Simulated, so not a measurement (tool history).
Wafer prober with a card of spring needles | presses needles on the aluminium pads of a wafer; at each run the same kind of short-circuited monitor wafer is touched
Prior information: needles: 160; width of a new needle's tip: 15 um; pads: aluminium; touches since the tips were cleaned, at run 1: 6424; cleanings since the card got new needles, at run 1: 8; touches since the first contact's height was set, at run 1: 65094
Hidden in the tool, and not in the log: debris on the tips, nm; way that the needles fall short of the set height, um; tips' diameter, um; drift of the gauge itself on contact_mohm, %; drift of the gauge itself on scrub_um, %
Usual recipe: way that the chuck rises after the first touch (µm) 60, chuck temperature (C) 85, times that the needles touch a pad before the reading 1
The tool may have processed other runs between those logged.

| run | hour | way that the chuck rises after the first touch (µm) | chuck temperature (C) | times that the needles touch a pad before the reading | touches since the tips were cleaned | cleanings since the card got new needles | touches since the first contact's height was set | resistance of one needle with its contact and lead (mohm) | way that a needle slides on the pad (µm) |
|---|---|---|---|---|---|---|---|---|---|
| 1 | 0.0 | 60 | 85 | 1 | 6424 | 8 | 65094 | 255 | 15.37 |
|  | 2.0 | tips cleaned on abrasive film |
| 2 | 8.3 | 60 | 85 | 1 | 1790 | 9 | 67441 | 264 | 14.94 |
| 3 | 20.3 | 60 | 85 | 1 | 5229 | 9 | 70880 | 263 | 15.36 |
|  | 25.8 | tips cleaned on abrasive film |
| 4 | 30.9 | 60 | 85 | 1 | 1474 | 10 | 73910 | 238 | 15.12 |
| 5 | 39.3 | 60 | 85 | 1 | 3879 | 10 | 76315 | 245 | 15.00 |
| 6 | 44.3 | 60 | 85 | 1 | 5295 | 10 | 77731 | 250 | 15.09 |
|  | 49.7 | tips cleaned on abrasive film |
|  | 52.6 | tips cleaned on abrasive film, once more |
| 7 | 55.1 | 42 | 85 | 2 | 699 | 12 | 80779 | 241 | 10.15 |
| 8 | 62.4 | 42 | 34 | 1 | 2793 | 12 | 82873 | 257 | 10.39 |
| 9 | 70.1 | 60 | 80 | 3 | 5001 | 12 | 85081 | 232 | 15.26 |
| 10 | 74.9 | 59 | 89 | 2 | 6395 | 12 | 86475 | 246 | 14.68 |

Predict each of these 3 candidate next runs independently; none follows another, all start after run 10:
|  | 76.7 | tips cleaned on abrasive film |
| A | 81.9 | 42 | 30 | 2 | 1516 | 13 | 88460 | ? | ? |
|  | 76.7 | tips cleaned on abrasive film |
| B | 81.9 | 71 | 103 | 1 | 1516 | 13 | 88460 | ? | ? |
|  | 76.7 | tips cleaned on abrasive film |
| C | 81.9 | 60 | 70 | 2 | 1516 | 13 | 88460 | ? | ? |

| run | resistance of one needle with its contact and lead (mohm) | way that a needle slides on the pad (µm) |
|---|---|---|
| A | 235 | 10.33 |
| B | 237 | 17.61 |
| C | 233 | 14.87 |
With the hidden condition removed and each run's random variation left untouched, the same runs would have given:
| run | resistance of one needle with its contact and lead (mohm) | way that a needle slides on the pad (µm) |
|---|---|---|
| A | 219 | 10.77 |
| B | 228 | 18.05 |
| C | 225 | 15.31 |

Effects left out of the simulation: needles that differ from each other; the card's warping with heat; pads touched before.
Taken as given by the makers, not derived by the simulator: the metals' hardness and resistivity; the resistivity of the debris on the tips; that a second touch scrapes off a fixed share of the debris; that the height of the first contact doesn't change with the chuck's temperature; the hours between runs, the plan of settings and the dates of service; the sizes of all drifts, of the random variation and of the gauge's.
